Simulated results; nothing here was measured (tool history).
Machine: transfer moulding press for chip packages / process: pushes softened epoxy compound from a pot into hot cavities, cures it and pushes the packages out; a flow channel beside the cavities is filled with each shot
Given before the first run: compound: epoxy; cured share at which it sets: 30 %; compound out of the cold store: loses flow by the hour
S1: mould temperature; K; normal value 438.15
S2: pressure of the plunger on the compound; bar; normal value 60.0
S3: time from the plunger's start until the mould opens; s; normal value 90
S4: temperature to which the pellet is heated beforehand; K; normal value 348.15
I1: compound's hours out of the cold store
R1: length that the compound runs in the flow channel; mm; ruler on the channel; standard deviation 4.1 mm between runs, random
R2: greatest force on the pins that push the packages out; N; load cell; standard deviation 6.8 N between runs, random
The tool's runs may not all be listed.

run	hour	S1	S2	S3	S4	I1	R1	R2
1	0.0	438.15	60.0	90	348.15	41.0	477	463
2	16.8	438.15	60.0	90	348.15	45.8	465	480
3	42.0	438.15	60.0	90	348.15	35.5	489	507
# hour 45.7: cavities cleaned with cleaning compound and waxed
4	81.0	438.15	54.1	90	348.15	36.0	453	426
5	101.4	438.15	54.1	90	348.15	39.7	449	450
6	133.0	438.15	60.0	103	348.15	12.9	520	447
# hour 140.7: cavities cleaned with cleaning compound and waxed
7	152.1	438.15	60.0	103	348.15	35.9	476	293
8	182.1	438.15	60.0	103	348.15	33.4	478	388
9	213.1	438.15	60.0	103	348.15	43.8	456	434
# hour 236.9: cavities cleaned with cleaning compound and waxed
10	242.2	438.15	60.0	90	348.15	9.8	524	337
11	278.3	438.15	50.6	90	348.15	31.4	438	460
12	307.7	438.15	50.6	90	348.15	11.3	478	508
# hour 330.7: cavities cleaned with cleaning compound and waxed
13	330.7	438.15	53.7	90	348.15	25.7	465	313
# hour 335.5: mould's thermocouples calibrated
14	358.7	438.15	60.8	74	348.15	45.7	452	594
15	391.6	438.15	60.8	74	348.15	28.2	480	724
# hour 417.3: plunger's sealing rings changed
# hour 429.1: cavities cleaned with cleaning compound and waxed
16	431.1	438.15	68.1	127	348.15	33.0	517	244
17	463.0	438.15	69.6	92	348.15	44.6	504	427
18	483.5	438.15	69.6	92	348.15	33.2	532	454
19	520.7	442.15	69.6	87	348.15	30.1	526	440
# hour 525.7: cavities cleaned with cleaning compound and waxed
# hour 539.1: mould's thermocouples calibrated, once more
20	552.8	442.15	69.6	87	348.15	39.4	502	342
21	582.7	442.15	69.6	87	348.15	20.9	535	397

The same runs without the tool's hidden state, with the same run-to-run variation:
The tool's hidden condition here consists of: true mould temperature over the reading, C; pressure that reaches the compound, % of what is set; grip of the stained cavities, % over clean ones'; drift of the gauge itself on flow_mm, %; drift of the gauge itself on push_out_n, %.
run	R1	R2
1	477	284
2	466	279
3	491	281
4	457	277
5	453	265
6	527	252
7	483	240
8	487	251
9	466	253
10	537	293
11	451	294
12	494	289
13	482	293
14	468	394
15	500	400
16	515	231
17	504	281
18	532	270
19	528	244
20	509	250
21	544	249

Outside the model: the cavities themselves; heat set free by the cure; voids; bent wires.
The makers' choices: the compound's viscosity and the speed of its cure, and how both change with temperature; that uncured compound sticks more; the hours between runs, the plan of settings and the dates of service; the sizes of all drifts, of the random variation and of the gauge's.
